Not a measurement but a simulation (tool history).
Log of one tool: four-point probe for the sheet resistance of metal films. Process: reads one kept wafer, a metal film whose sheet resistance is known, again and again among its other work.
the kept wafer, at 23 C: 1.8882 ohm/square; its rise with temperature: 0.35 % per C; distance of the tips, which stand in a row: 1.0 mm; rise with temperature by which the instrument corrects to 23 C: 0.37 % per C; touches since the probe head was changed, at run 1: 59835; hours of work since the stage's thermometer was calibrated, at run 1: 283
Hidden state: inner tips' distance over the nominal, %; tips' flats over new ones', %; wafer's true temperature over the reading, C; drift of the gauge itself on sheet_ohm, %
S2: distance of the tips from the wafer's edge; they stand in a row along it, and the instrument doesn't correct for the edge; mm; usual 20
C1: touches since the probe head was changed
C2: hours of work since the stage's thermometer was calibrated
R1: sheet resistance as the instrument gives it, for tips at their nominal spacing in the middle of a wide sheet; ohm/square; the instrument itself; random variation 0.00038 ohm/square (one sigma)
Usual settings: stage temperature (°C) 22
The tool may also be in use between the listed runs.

{"run": 1, "hour": 0.0, "stage temperature (°C)": 22, "S2": 20, "C1": 59835, "C2": 283, "R1": 1.883673}
{"run": 2, "hour": 33.1, "stage temperature (°C)": 22, "S2": 20, "C1": 60976, "C2": 297, "R1": 1.883358}
{"run": 3, "hour": 50.7, "stage temperature (°C)": 22, "S2": 20, "C1": 61584, "C2": 304, "R1": 1.883686}
{"run": 4, "hour": 80.8, "stage temperature (°C)": 22, "S2": 4, "C1": 62623, "C2": 317, "R1": 1.941892}
{"run": 5, "hour": 108.7, "stage temperature (°C)": 22, "S2": 42, "C1": 63585, "C2": 329, "R1": 1.880764}
{"run": 6, "hour": 123.2, "stage temperature (°C)": 22, "S2": 42, "C1": 64085, "C2": 335, "R1": 1.88151}
{"run": 7, "hour": 155.1, "stage temperature (°C)": 22, "S2": 35, "C1": 65184, "C2": 349, "R1": 1.881886}
{"run": 8, "hour": 178.5, "stage temperature (°C)": 22, "S2": 35, "C1": 65993, "C2": 359, "R1": 1.880582}
{"run": 9, "hour": 198.3, "stage temperature (°C)": 22, "S2": 8, "C1": 66675, "C2": 367, "R1": 1.896182}
{"run": 10, "hour": 212.3, "stage temperature (°C)": 22, "S2": 8, "C1": 67157, "C2": 373, "R1": 1.896026}
{"run": 11, "hour": 236.9, "stage temperature (°C)": 22, "S2": 20, "C1": 68008, "C2": 384, "R1": 1.882109}
{"run": 12, "hour": 264.1, "stage temperature (°C)": 31, "S2": 20, "C1": 68944, "C2": 395, "R1": 1.877849}
{"run": 13, "hour": 282.8, "stage temperature (°C)": 22, "S2": 20, "C1": 69589, "C2": 403, "R1": 1.881693}
{"run": 14, "hour": 300.9, "stage temperature (°C)": 22, "S2": 20, "C1": 70216, "C2": 411, "R1": 1.881517}
{"run": 15, "hour": 333.0, "stage temperature (°C)": 22, "S2": 20, "C1": 71323, "C2": 424, "R1": 1.881673}
{"run": 16, "hour": 348.9, "stage temperature (°C)": 22, "S2": 20, "C1": 71870, "C2": 431, "R1": 1.881105}
{"run": 17, "hour": 381.4, "stage temperature (°C)": 22, "S2": 20, "C1": 72991, "C2": 445, "R1": 1.881051}
{"run": 18, "hour": 397.4, "stage temperature (°C)": 22, "S2": 20, "C1": 73544, "C2": 452, "R1": 1.880831}
{"run": 19, "hour": 420.8, "stage temperature (°C)": 26, "S2": 20, "C1": 74349, "C2": 462, "R1": 1.878905}
{"run": 20, "hour": 438.4, "stage temperature (°C)": 21, "S2": 20, "C1": 74957, "C2": 469, "R1": 1.881502}
{"run": 21, "hour": 461.4, "stage temperature (°C)": 21, "S2": 20, "C1": 75752, "C2": 479, "R1": 1.880793}
{"run": 22, "hour": 492.6, "stage temperature (°C)": 21, "S2": 20, "C1": 76826, "C2": 492, "R1": 1.880745}
{"run": 23, "hour": 523.9, "stage temperature (°C)": 26, "S2": 20, "C1": 77907, "C2": 505, "R1": 1.878356}
{"run": 24, "hour": 551.4, "stage temperature (°C)": 21, "S2": 10, "C1": 78857, "C2": 517, "R1": 1.887293}
{"run": 25, "hour": 569.8, "stage temperature (°C)": 24, "S2": 5, "C1": 79490, "C2": 525, "R1": 1.915982}
{"run": 26, "hour": 586.8, "stage temperature (°C)": 24, "S2": 5, "C1": 80077, "C2": 532, "R1": 1.915397}
{"run": 27, "hour": 616.3, "stage temperature (°C)": 24, "S2": 5, "C1": 81095, "C2": 545, "R1": 1.915813}
{"run": 28, "hour": 637.4, "stage temperature (°C)": 24, "S2": 5, "C1": 81824, "C2": 554, "R1": 1.914834}
{"run": 29, "hour": 664.0, "stage temperature (°C)": 31, "S2": 15, "C1": 82739, "C2": 565, "R1": 1.876946}
{"run": 30, "hour": 682.3, "stage temperature (°C)": 22, "S2": 40, "C1": 83373, "C2": 573, "R1": 1.876993}
{"run": 31, "hour": 704.5, "stage temperature (°C)": 24, "S2": 8, "C1": 84139, "C2": 582, "R1": 1.891109}
{"run": 32, "hour": 730.1, "stage temperature (°C)": 21, "S2": 42, "C1": 85020, "C2": 593, "R1": 1.876981}
{"run": 33, "hour": 745.9, "stage temperature (°C)": 21, "S2": 42, "C1": 85566, "C2": 600, "R1": 1.876884}
{"run": 34, "hour": 778.0, "stage temperature (°C)": 21, "S2": 33, "C1": 86672, "C2": 613, "R1": 1.877152}
{"run": 35, "hour": 808.8, "stage temperature (°C)": 35, "S2": 38, "C1": 87734, "C2": 626, "R1": 1.870487}
{"run": 36, "hour": 833.1, "stage temperature (°C)": 25, "S2": 48, "C1": 88574, "C2": 637, "R1": 1.874315}
{"run": 37, "hour": 861.7, "stage temperature (°C)": 25, "S2": 48, "C1": 89561, "C2": 649, "R1": 1.873211}
{"run": 38, "hour": 876.8, "stage temperature (°C)": 20, "S2": 28, "C1": 90082, "C2": 655, "R1": 1.877151}
{"run": 39, "hour": 905.1, "stage temperature (°C)": 19, "S2": 10, "C1": 91056, "C2": 667, "R1": 1.886228}
{"run": 40, "hour": 923.1, "stage temperature (°C)": 19, "S2": 10, "C1": 91677, "C2": 675, "R1": 1.885773}
{"run": 41, "hour": 946.0, "stage temperature (°C)": 19, "S2": 10, "C1": 92467, "C2": 685, "R1": 1.885862}
{"run": 42, "hour": 963.4, "stage temperature (°C)": 19, "S2": 10, "C1": 93069, "C2": 692, "R1": 1.88626}
{"run": 43, "hour": 983.1, "stage temperature (°C)": 34, "S2": 5, "C1": 93748, "C2": 700, "R1": 1.908749}
{"run": 44, "hour": 1005.3, "stage temperature (°C)": 34, "S2": 5, "C1": 94516, "C2": 710, "R1": 1.908491}

Hidden state or all else? Some run-to-run changes of R1, split into what the settings, what came in and random variation would give without the hidden state, and what is left for the hidden state (with any gauge scatter that isn't in both results):
Run 3 -> 4: S2 20 -> 4. R1 +0.058206 ohm/square: hidden state -0.000439, all else +0.058645.
Run 4 -> 5: S2 4 -> 42. R1 -0.061128 ohm/square: hidden state +0.000043, all else -0.061171.
Run 23 -> 24: stage temperature (°C) 26 -> 21, S2 20 -> 10. R1 +0.008937 ohm/square: hidden state -0.000270, all else +0.009207.
Run 24 -> 25: stage temperature (°C) 21 -> 24, S2 10 -> 5. R1 +0.028689 ohm/square: hidden state -0.000284, all else +0.028973.
Run 28 -> 29: stage temperature (°C) 24 -> 31, S2 5 -> 15. R1 -0.037888 ohm/square: hidden state +0.000074, all else -0.037962.
